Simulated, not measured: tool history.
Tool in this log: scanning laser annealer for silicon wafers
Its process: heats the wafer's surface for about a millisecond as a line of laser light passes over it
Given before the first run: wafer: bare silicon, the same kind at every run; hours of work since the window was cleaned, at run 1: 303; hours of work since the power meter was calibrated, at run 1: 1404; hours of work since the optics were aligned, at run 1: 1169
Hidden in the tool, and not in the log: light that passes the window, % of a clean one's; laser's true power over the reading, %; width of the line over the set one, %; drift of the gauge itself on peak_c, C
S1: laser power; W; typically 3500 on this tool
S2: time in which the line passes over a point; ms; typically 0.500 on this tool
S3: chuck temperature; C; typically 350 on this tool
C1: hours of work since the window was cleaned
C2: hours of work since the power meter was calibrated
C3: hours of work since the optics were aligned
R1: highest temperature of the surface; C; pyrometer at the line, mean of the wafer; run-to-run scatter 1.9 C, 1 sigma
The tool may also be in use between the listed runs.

run,hour,S1,S2,S3,C1,C2,C3,R1
1,0.0,3500,0.500,350,303,1404,1169,1150
2,37.6,3500,0.500,350,323,1424,1189,1150
3,105.1,3500,0.533,350,358,1459,1224,1175
4,160.4,3500,0.533,350,388,1488,1253,1176
5,220.1,3500,0.533,350,419,1520,1285,1173
6,273.5,3500,0.500,350,447,1548,1313,1145
7,310.4,3500,0.500,350,467,1567,1332,1141
8,362.2,3500,0.500,350,494,1595,1360,1143
9,417.0,3500,0.377,350,523,1624,1389,1041
10,445.8,3500,0.377,350,538,1639,1404,1043
11,498.7,3354,0.500,350,566,1667,1432,1109
# hour 529.8: window over the wafer cleaned
12,552.4,3500,0.500,342,12,1694,1459,1143
13,603.5,3500,0.500,350,39,1721,1486,1151
14,649.6,3500,0.500,350,63,1745,1510,1150
15,712.0,3500,0.500,350,96,1778,1543,1150
16,744.9,3500,0.500,350,114,1796,1561,1153
17,777.6,3500,0.460,350,131,1813,1578,1119
18,841.0,2982,0.460,350,164,1846,1611,999
19,908.6,2982,0.460,350,200,1882,1647,996
# hour 946.1: optics aligned, line set to its width
20,958.4,2982,0.460,350,224,1906,7,1010
21,1012.2,3500,0.500,350,252,1934,35,1166
22,1068.3,2999,0.357,338,281,1964,64,924
23,1117.8,3097,0.357,338,308,1990,91,946
24,1166.0,3500,0.505,332,333,2015,116,1148
25,1196.1,3668,0.551,379,349,2031,132,1275
26,1258.5,3500,0.535,328,382,2064,165,1165
27,1304.7,3125,0.364,351,406,2088,189,966
28,1362.5,3125,0.359,351,437,2119,220,966
29,1422.8,3502,0.359,371,469,2151,252,1057
30,1452.9,3146,0.500,366,484,2167,267,1086
31,1506.0,3146,0.374,316,512,2195,295,944
32,1562.3,3146,0.374,316,542,2224,325,942
33,1598.6,3146,0.374,316,561,2243,344,944
# hour 1639.6: window over the wafer cleaned
34,1643.4,3609,0.594,390,2,2266,367,1309
35,1688.1,3157,0.552,390,26,2290,390,1162
36,1740.3,3157,0.552,390,53,2317,418,1159
37,1806.8,3355,0.500,350,88,2352,453,1130
38,1842.4,3478,0.500,335,107,2371,472,1146
39,1892.8,3790,0.396,335,134,2398,499,1130
40,1945.9,3790,0.411,335,162,2426,526,1144
41,1980.4,3790,0.411,360,180,2444,545,1167

Branching from run 41: 4 alternative next runs. What would each branch give?
A,2034.1,3719,0.555,360,208,2472,573,?
B,2034.1,3489,0.616,337,208,2472,573,?
C,2034.1,3103,0.411,354,208,2472,573,?
D,2034.1,3516,0.385,381,208,2472,573,?

run,R1
A,1270
B,1239
C,1009
D,1104
Without the tool's hidden state the same runs would have given:
run,R1
A,1265
B,1233
C,1005
D,1099
